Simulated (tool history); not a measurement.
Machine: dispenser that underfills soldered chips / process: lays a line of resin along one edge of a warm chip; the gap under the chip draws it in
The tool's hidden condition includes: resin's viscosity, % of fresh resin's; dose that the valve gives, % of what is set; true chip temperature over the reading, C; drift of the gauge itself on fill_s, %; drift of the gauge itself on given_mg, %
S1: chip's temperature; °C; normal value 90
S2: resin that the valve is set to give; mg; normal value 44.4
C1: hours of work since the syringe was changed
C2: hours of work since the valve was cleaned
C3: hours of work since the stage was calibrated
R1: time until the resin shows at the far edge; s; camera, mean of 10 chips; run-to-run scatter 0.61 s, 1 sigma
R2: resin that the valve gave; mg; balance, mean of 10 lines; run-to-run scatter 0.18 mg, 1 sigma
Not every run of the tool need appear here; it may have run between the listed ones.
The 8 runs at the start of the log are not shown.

run,hour,S1,S2,C1,C2,C3,R1,R2
# hour 71.3: new syringe of resin
# hour 81.3: new syringe of resin
9,82.2,90,44.4,1,52,339,62.1,42.39
10,89.5,90,42.1,6,58,344,72.9,39.89
# hour 91.4: new syringe of resin
# hour 101.9: new syringe of resin
11,101.9,90,42.1,0,66,352,59.3,39.83
12,107.5,90,44.4,4,70,356,66.8,41.96
# hour 111.9: new syringe of resin
13,118.8,101,44.4,5,78,364,43.1,41.55
# hour 122.1: new syringe of resin
14,130.3,101,44.4,6,86,372,44.3,41.45
# hour 132.3: new syringe of resin
15,139.2,101,44.4,5,92,378,43.6,41.23
# hour 142.5: new syringe of resin
16,150.4,90,44.4,6,100,386,71.6,40.73
# hour 153.3: new syringe of resin
17,161.7,81,44.4,6,107,394,113.3,40.87
# hour 163.6: new syringe of resin
18,169.7,89,49.5,4,113,399,71.2,45.51
# hour 174.5: new syringe of resin
19,179.6,76,38.8,4,120,406,135.9,35.04
# hour 184.7: new syringe of resin
# hour 186.5: dispensing valve cleaned and set on the balance
20,192.5,76,38.8,5,4,414,139.3,38.33
# hour 196: new syringe of resin
21,202.8,80,53.4,5,11,421,109.1,52.85
# hour 206.2: new syringe of resin
22,213.7,95,43.3,5,19,429,58.7,42.68
# hour 216.6: new syringe of resin
23,223.4,96,44.7,5,26,436,53.7,43.93
# hour 227: new syringe of resin
24,230.5,77,39.4,3,30,440,123.1,38.28
# hour 237.4: new syringe of resin
25,242,89,44.6,3,38,448,73.1,43.13
# hour 247.9: new syringe of resin
26,252.5,83,44.4,3,46,456,91.7,42.92
# hour 258: new syringe of resin
27,262.8,83,44.4,3,53,463,95.2,42.41
# hour 268.1: new syringe of resin
28,275.1,83,44.4,5,61,471,99,42.46
# hour 278.7: new syringe of resin
29,285.8,76,44.4,5,69,479,138.3,42.26
# hour 289.1: new syringe of resin
30,294,94,52,4,74,484,59.1,49.04
# hour 299.5: new syringe of resin
31,300,104,49.4,0,78,488,34,46.19
32,307.3,104,54.1,6,83,493,40,50.59
# hour 310.1: new syringe of resin
33,317.1,97,38.2,5,90,500,55.6,35.48

Below are 3 alternative next runs, each starting from the tool's condition after run 33. Predict each:
# hour 320.5: new syringe of resin
A,328,102,43,5,98,508,?,?
# hour 320.5: new syringe of resin
B,328,90,44.9,5,98,508,?,?
# hour 320.5: new syringe of resin
C,328,90,41.7,5,98,508,?,?

run,R1,R2
A,44.4,39.62
B,73.1,41.6
C,75,38.56
Stripped of hidden state, with their random variation kept, the same runs would have yielded:
run,R1,R2
A,32.5,42.95
B,53,45.09
C,54.2,41.8

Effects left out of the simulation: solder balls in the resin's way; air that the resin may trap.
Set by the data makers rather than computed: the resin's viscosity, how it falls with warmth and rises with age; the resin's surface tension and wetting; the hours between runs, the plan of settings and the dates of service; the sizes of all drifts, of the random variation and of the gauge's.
